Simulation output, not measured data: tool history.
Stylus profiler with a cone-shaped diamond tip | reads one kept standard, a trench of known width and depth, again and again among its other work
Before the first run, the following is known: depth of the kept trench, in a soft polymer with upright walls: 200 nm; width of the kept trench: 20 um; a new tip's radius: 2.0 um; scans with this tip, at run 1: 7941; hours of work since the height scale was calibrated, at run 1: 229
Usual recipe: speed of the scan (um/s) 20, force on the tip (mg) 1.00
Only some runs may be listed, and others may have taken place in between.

| run | hour | speed of the scan (um/s) | force on the tip (mg) | scans with this tip | hours of work since the height scale was calibrated | depth of the trench (Å) | width of the trench's floor (nm) |
|---|---|---|---|---|---|---|---|
| 1 | 0.0 | 20 | 1.00 | 7941 | 229 | 2011.0 | 18130 |
| 2 | 65.9 | 20 | 1.00 | 8158 | 280 | 2012.4 | 18150 |
| 3 | 130.1 | 20 | 1.00 | 8371 | 330 | 2012.0 | 18160 |
| 4 | 165.4 | 20 | 1.00 | 8487 | 357 | 2010.9 | 18110 |
| 5 | 225.4 | 20 | 0.54 | 8686 | 404 | 2008.2 | 18080 |
| 6 | 279.7 | 20 | 1.00 | 8865 | 446 | 2010.4 | 18080 |
| 7 | 322.2 | 20 | 1.00 | 9006 | 479 | 2011.7 | 18080 |
| 8 | 388.4 | 20 | 1.00 | 9224 | 530 | 2011.2 | 18180 |
| 9 | 454.5 | 5 | 1.00 | 9443 | 581 | 2013.4 | 18260 |
| 10 | 512.1 | 5 | 1.00 | 9633 | 626 | 2010.9 | 18210 |
| 11 | 550.7 | 20 | 1.00 | 9761 | 656 | 2012.5 | 18080 |
| 12 | 611.1 | 55 | 1.00 | 9961 | 703 | 2011.4 | 17890 |
| 13 | 674.5 | 55 | 1.00 | 10170 | 752 | 2010.2 | 17840 |
| 14 | 736.7 | 55 | 1.00 | 10376 | 800 | 2012.8 | 17890 |
| 15 | 797.8 | 15 | 1.00 | 10578 | 848 | 2010.1 | 18130 |
| 16 | 841.0 | 15 | 1.00 | 10720 | 881 | 2012.3 | 18160 |
| 17 | 902.6 | 20 | 1.00 | 10924 | 929 | 2010.4 | 18130 |
| 18 | 968.6 | 20 | 1.00 | 11142 | 980 | 2009.6 | 18090 |
| 19 | 1017.7 | 20 | 0.90 | 11304 | 1018 | 2010.2 | 18090 |
| 20 | 1052.6 | 6 | 1.81 | 11420 | 1045 | 2015.9 | 18200 |
| 21 | 1105.1 | 41 | 2.43 | 11593 | 1086 | 2020.6 | 18080 |
| 22 | 1153.4 | 10 | 0.42 | 11753 | 1123 | 2006.3 | 18130 |
| 23 | 1207.8 | 37 | 2.21 | 11933 | 1165 | 2020.3 | 18090 |
| 24 | 1238.2 | 37 | 2.21 | 12033 | 1189 | 2018.6 | 18080 |
| 25 | 1294.0 | 5 | 1.60 | 12218 | 1232 | 2016.9 | 18260 |
| 26 | 1322.5 | 5 | 1.60 | 12312 | 1254 | 2017.0 | 18240 |
| 27 | 1373.1 | 5 | 1.60 | 12479 | 1293 | 2015.5 | 18190 |
| 28 | 1431.7 | 5 | 1.60 | 12673 | 1339 | 2014.8 | 18260 |
| 29 | 1467.6 | 5 | 1.60 | 12791 | 1367 | 2014.8 | 18300 |
| 30 | 1527.8 | 14 | 0.75 | 12990 | 1413 | 2010.0 | 18150 |
| 31 | 1562.4 | 53 | 0.33 | 13105 | 1440 | 2003.5 | 17610 |
| 32 | 1595.4 | 47 | 0.79 | 13214 | 1466 | 2010.4 | 17910 |
| 33 | 1623.8 | 15 | 1.75 | 13308 | 1488 | 2017.7 | 18150 |
| 34 | 1673.7 | 6 | 2.91 | 13472 | 1526 | 2022.9 | 18290 |
|  | 1705.8 | height scale calibrated on a step standard |
| 35 | 1708.7 | 35 | 1.63 | 13587 | 2 | 2016.0 | 18010 |
| 36 | 1739.2 | 61 | 1.25 | 13687 | 26 | 2013.3 | 17830 |
| 37 | 1778.1 | 6 | 0.51 | 13816 | 56 | 2007.2 | 18170 |

Consider 5 possible next runs. They are alternatives, not a sequence: every one starts from the tool as it was left by run 37. What does each give?
| A | 1846.1 | 14 | 0.87 | 14041 | 109 | ? | ? |
| B | 1846.1 | 67 | 1.18 | 14041 | 109 | ? | ? |
| C | 1846.1 | 6 | 1.52 | 14041 | 109 | ? | ? |
| D | 1846.1 | 6 | 2.34 | 14041 | 109 | ? | ? |
| E | 1846.1 | 6 | 1.40 | 14041 | 109 | ? | ? |

| run | depth of the trench (Å) | width of the trench's floor (nm) |
|---|---|---|
| A | 2010.1 | 18170 |
| B | 2013.0 | 17820 |
| C | 2014.7 | 18240 |
| D | 2020.3 | 18210 |
| E | 2014.9 | 18230 |
With no hidden state in the tool, these same runs would have given:
| run | depth of the trench (Å) | width of the trench's floor (nm) |
|---|---|---|
| A | 2010.1 | 18180 |
| B | 2013.0 | 17830 |
| C | 2014.7 | 18250 |
| D | 2020.3 | 18220 |
| E | 2014.9 | 18240 |

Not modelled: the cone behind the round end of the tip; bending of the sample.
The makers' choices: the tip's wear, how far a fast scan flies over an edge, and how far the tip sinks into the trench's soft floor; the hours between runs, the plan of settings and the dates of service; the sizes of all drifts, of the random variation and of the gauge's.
